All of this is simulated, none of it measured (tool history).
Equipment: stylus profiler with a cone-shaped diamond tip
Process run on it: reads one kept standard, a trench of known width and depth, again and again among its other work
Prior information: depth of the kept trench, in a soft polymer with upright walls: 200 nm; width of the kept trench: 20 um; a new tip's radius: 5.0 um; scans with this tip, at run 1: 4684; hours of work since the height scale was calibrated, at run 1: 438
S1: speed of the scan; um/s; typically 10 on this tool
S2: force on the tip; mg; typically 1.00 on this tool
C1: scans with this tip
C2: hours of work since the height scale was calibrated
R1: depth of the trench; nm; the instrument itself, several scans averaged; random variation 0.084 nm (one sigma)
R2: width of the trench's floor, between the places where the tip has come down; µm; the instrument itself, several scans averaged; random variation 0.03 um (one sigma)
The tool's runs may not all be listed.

run,day,S1,S2,C1,C2,R1,R2
1,0.000,10,1.00,4684,438,202.02,16.56
2,0.983,10,1.00,4844,453,202.06,16.54
3,1.846,10,1.00,4985,466,201.88,16.57
4,3.358,10,1.00,5232,489,201.99,16.57
5,4.671,10,1.00,5445,509,202.31,16.52
6,5.442,10,1.63,5572,521,202.75,16.52
7,6.296,2,1.00,5711,534,202.13,16.58
8,7.583,2,1.00,5921,553,202.10,16.51
9,8.929,10,1.39,6140,574,202.46,16.47
10,9.771,10,1.39,6278,587,202.59,16.45
11,10.983,10,1.39,6475,605,202.51,16.47
12,12.175,10,1.39,6669,623,202.57,16.43
13,13.350,10,1.39,6861,641,202.52,16.38
14,14.271,10,1.39,7011,655,202.52,16.38
# day 14.400: height scale calibrated on a step standard
15,15.654,10,1.39,7233,19,202.64,16.32
# day 16.692: height scale calibrated on a step standard, once more
16,16.854,10,1.39,7426,2,202.02,16.33
17,17.504,10,1.39,7532,12,202.15,16.27
18,18.662,10,2.53,7721,30,203.25,16.32
19,19.458,3,0.56,7850,42,201.16,16.23
20,20.246,19,1.90,7978,54,202.65,16.22
21,21.283,19,1.90,8148,70,202.67,16.20
22,22.671,19,1.90,8374,91,202.61,16.21
23,23.346,19,1.90,8484,101,202.53,16.18
24,24.225,19,0.99,8627,115,201.72,16.15
25,24.912,4,0.46,8739,125,200.91,16.24
26,26.262,4,0.46,8960,146,201.00,16.19
27,27.746,4,0.46,9201,168,201.04,16.20
28,28.888,20,1.00,9388,186,201.60,16.05
29,29.892,13,1.05,9551,201,201.86,16.09
30,30.967,4,0.58,9727,218,201.11,16.16
31,31.900,14,1.26,9879,232,201.98,16.06
32,32.546,15,1.75,9984,242,202.55,16.04
33,33.421,15,1.75,10127,255,202.47,16.10
34,34.504,7,0.58,10304,271,201.27,16.09

What will run 35 give?
35,35.179,7,0.58,10413,282,?,?

{"run 35": {"R1": 201.38, "R2": 16.03}}
Had the tool carried no hidden state, the very same run would have given R1 201.36 nm, R2 17.10 µm.

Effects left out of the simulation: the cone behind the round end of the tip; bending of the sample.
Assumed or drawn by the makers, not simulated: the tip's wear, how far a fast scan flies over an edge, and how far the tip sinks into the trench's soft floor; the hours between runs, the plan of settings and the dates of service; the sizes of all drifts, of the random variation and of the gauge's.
